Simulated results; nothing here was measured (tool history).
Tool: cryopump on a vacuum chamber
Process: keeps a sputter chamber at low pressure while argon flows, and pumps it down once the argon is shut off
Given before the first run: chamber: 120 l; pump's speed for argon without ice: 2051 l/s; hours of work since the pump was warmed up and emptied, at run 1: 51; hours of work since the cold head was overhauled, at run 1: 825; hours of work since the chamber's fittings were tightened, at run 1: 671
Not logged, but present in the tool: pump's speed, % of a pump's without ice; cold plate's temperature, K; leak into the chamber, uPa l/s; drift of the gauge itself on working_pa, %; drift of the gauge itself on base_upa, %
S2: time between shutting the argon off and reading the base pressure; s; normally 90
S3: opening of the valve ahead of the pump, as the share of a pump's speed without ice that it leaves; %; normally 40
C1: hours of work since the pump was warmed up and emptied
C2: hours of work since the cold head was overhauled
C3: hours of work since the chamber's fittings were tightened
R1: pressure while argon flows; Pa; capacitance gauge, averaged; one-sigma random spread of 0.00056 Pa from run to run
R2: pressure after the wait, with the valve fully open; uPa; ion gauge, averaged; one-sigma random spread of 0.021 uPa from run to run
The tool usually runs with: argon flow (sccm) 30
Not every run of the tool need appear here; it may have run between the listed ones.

{"run": 1, "day": 0.0, "argon flow (sccm)": 30, "S2": 90, "S3": 40, "C1": 51, "C2": 825, "C3": 671, "R1": 0.0622, "R2": 0.86}
{"run": 2, "day": 2.329, "argon flow (sccm)": 30, "S2": 90, "S3": 40, "C1": 80, "C2": 853, "C3": 700, "R1": 0.0646, "R2": 0.83}
{"run": 3, "day": 4.325, "argon flow (sccm)": 30, "S2": 90, "S3": 40, "C1": 104, "C2": 878, "C3": 725, "R1": 0.0635, "R2": 0.9}
{"run": 4, "day": 6.825, "argon flow (sccm)": 30, "S2": 90, "S3": 40, "C1": 135, "C2": 909, "C3": 755, "R1": 0.0645, "R2": 0.92}
{"run": 5, "day": 8.933, "argon flow (sccm)": 30, "S2": 90, "S3": 40, "C1": 161, "C2": 935, "C3": 781, "R1": 0.0661, "R2": 0.95}
{"run": 6, "day": 12.592, "argon flow (sccm)": 30, "S2": 90, "S3": 40, "C1": 206, "C2": 979, "C3": 826, "R1": 0.0658, "R2": 1.04}
{"run": 7, "day": 16.812, "argon flow (sccm)": 30, "S2": 90, "S3": 40, "C1": 258, "C2": 1031, "C3": 878, "R1": 0.0673, "R2": 1.01}
{"run": 8, "day": 21.171, "argon flow (sccm)": 30, "S2": 90, "S3": 40, "C1": 311, "C2": 1085, "C3": 932, "R1": 0.0689, "R2": 1.15}
{"run": 9, "day": 23.267, "argon flow (sccm)": 30, "S2": 90, "S3": 40, "C1": 337, "C2": 1111, "C3": 957, "R1": 0.07, "R2": 1.17}
{"day": 23.879, "done": "pump warmed up, emptied and cooled again"}
{"run": 10, "day": 26.917, "argon flow (sccm)": 48, "S2": 90, "S3": 40, "C1": 37, "C2": 1153, "C3": 1000, "R1": 0.1006, "R2": 0.97}
{"run": 11, "day": 30.417, "argon flow (sccm)": 48, "S2": 90, "S3": 40, "C1": 80, "C2": 1196, "C3": 1043, "R1": 0.1019, "R2": 1.04}
{"run": 12, "day": 33.017, "argon flow (sccm)": 30, "S2": 90, "S3": 40, "C1": 112, "C2": 1228, "C3": 1075, "R1": 0.064, "R2": 1.1}
{"run": 13, "day": 36.192, "argon flow (sccm)": 30, "S2": 90, "S3": 40, "C1": 151, "C2": 1267, "C3": 1114, "R1": 0.0661, "R2": 1.15}
{"run": 14, "day": 39.167, "argon flow (sccm)": 30, "S2": 90, "S3": 40, "C1": 188, "C2": 1303, "C3": 1150, "R1": 0.0663, "R2": 1.17}
{"run": 15, "day": 43.475, "argon flow (sccm)": 30, "S2": 90, "S3": 40, "C1": 241, "C2": 1356, "C3": 1203, "R1": 0.0673, "R2": 1.24}
{"run": 16, "day": 46.542, "argon flow (sccm)": 30, "S2": 90, "S3": 60, "C1": 278, "C2": 1394, "C3": 1241, "R1": 0.0484, "R2": 1.34}
{"run": 17, "day": 50.567, "argon flow (sccm)": 30, "S2": 126, "S3": 60, "C1": 328, "C2": 1444, "C3": 1290, "R1": 0.049, "R2": 1.26}
{"day": 51.933, "done": "pump warmed up, emptied and cooled again"}
{"run": 18, "day": 53.362, "argon flow (sccm)": 30, "S2": 108, "S3": 30, "C1": 18, "C2": 1475, "C3": 1322, "R1": 0.0834, "R2": 1.08}
{"run": 19, "day": 55.175, "argon flow (sccm)": 57, "S2": 108, "S3": 17, "C1": 40, "C2": 1498, "C3": 1344, "R1": 0.2784, "R2": 1.13}
{"run": 20, "day": 57.521, "argon flow (sccm)": 57, "S2": 108, "S3": 17, "C1": 69, "C2": 1526, "C3": 1373, "R1": 0.2798, "R2": 1.16}
{"run": 21, "day": 60.146, "argon flow (sccm)": 55, "S2": 90, "S3": 44, "C1": 101, "C2": 1559, "C3": 1405, "R1": 0.1084, "R2": 1.24}
{"run": 22, "day": 64.333, "argon flow (sccm)": 17, "S2": 91, "S3": 40, "C1": 152, "C2": 1610, "C3": 1457, "R1": 0.0364, "R2": 1.34}
{"run": 23, "day": 66.721, "argon flow (sccm)": 13, "S2": 103, "S3": 25, "C1": 182, "C2": 1639, "C3": 1486, "R1": 0.0447, "R2": 1.39}
{"run": 24, "day": 71.05, "argon flow (sccm)": 14, "S2": 233, "S3": 38, "C1": 235, "C2": 1693, "C3": 1539, "R1": 0.0333, "R2": 1.25}
{"run": 25, "day": 73.771, "argon flow (sccm)": 14, "S2": 233, "S3": 38, "C1": 268, "C2": 1726, "C3": 1573, "R1": 0.0337, "R2": 1.3}
{"run": 26, "day": 75.938, "argon flow (sccm)": 16, "S2": 57, "S3": 38, "C1": 295, "C2": 1753, "C3": 1600, "R1": 0.0389, "R2": 1.73}
{"run": 27, "day": 78.483, "argon flow (sccm)": 17, "S2": 112, "S3": 38, "C1": 326, "C2": 1784, "C3": 1631, "R1": 0.0412, "R2": 1.55}
{"day": 80.171, "done": "pump warmed up, emptied and cooled again"}
{"run": 28, "day": 82.762, "argon flow (sccm)": 12, "S2": 32, "S3": 15, "C1": 32, "C2": 1834, "C3": 1681, "R1": 0.067, "R2": 1.92}
{"run": 29, "day": 86.746, "argon flow (sccm)": 35, "S2": 90, "S3": 27, "C1": 81, "C2": 1883, "C3": 1730, "R1": 0.1092, "R2": 1.43}
{"run": 30, "day": 89.321, "argon flow (sccm)": 38, "S2": 48, "S3": 19, "C1": 112, "C2": 1915, "C3": 1761, "R1": 0.1675, "R2": 1.7}
{"run": 31, "day": 92.079, "argon flow (sccm)": 38, "S2": 48, "S3": 19, "C1": 146, "C2": 1949, "C3": 1795, "R1": 0.1689, "R2": 1.79}
{"run": 32, "day": 93.829, "argon flow (sccm)": 38, "S2": 116, "S3": 19, "C1": 168, "C2": 1970, "C3": 1817, "R1": 0.1685, "R2": 1.45}
{"run": 33, "day": 96.983, "argon flow (sccm)": 38, "S2": 116, "S3": 19, "C1": 207, "C2": 2009, "C3": 1856, "R1": 0.1717, "R2": 1.52}

4 ways to go on from here, each from the tool as it stands after run 33. What would each give?
{"run": "A", "day": 98.983, "argon flow (sccm)": 30, "S2": 249, "S3": 40, "C1": 231, "C2": 2033, "C3": 1880, "R1": "?", "R2": "?"}
{"run": "B", "day": 98.983, "argon flow (sccm)": 55, "S2": 36, "S3": 22, "C1": 231, "C2": 2033, "C3": 1880, "R1": "?", "R2": "?"}
{"run": "C", "day": 98.983, "argon flow (sccm)": 30, "S2": 90, "S3": 52, "C1": 231, "C2": 2033, "C3": 1880, "R1": "?", "R2": "?"}
{"run": "D", "day": 98.983, "argon flow (sccm)": 29, "S2": 48, "S3": 19, "C1": 231, "C2": 2033, "C3": 1880, "R1": "?", "R2": "?"}

run=A R1=0.0674 R2=1.44
run=B R1=0.2151 R2=2.14
run=C R1=0.0528 R2=1.64
run=D R1=0.1303 R2=1.92
What these runs would have given with no unlogged condition in the tool:
run=A R1=0.0620 R2=0.27
run=B R1=0.2053 R2=0.94
run=C R1=0.0474 R2=0.47
run=D R1=0.1251 R2=0.75

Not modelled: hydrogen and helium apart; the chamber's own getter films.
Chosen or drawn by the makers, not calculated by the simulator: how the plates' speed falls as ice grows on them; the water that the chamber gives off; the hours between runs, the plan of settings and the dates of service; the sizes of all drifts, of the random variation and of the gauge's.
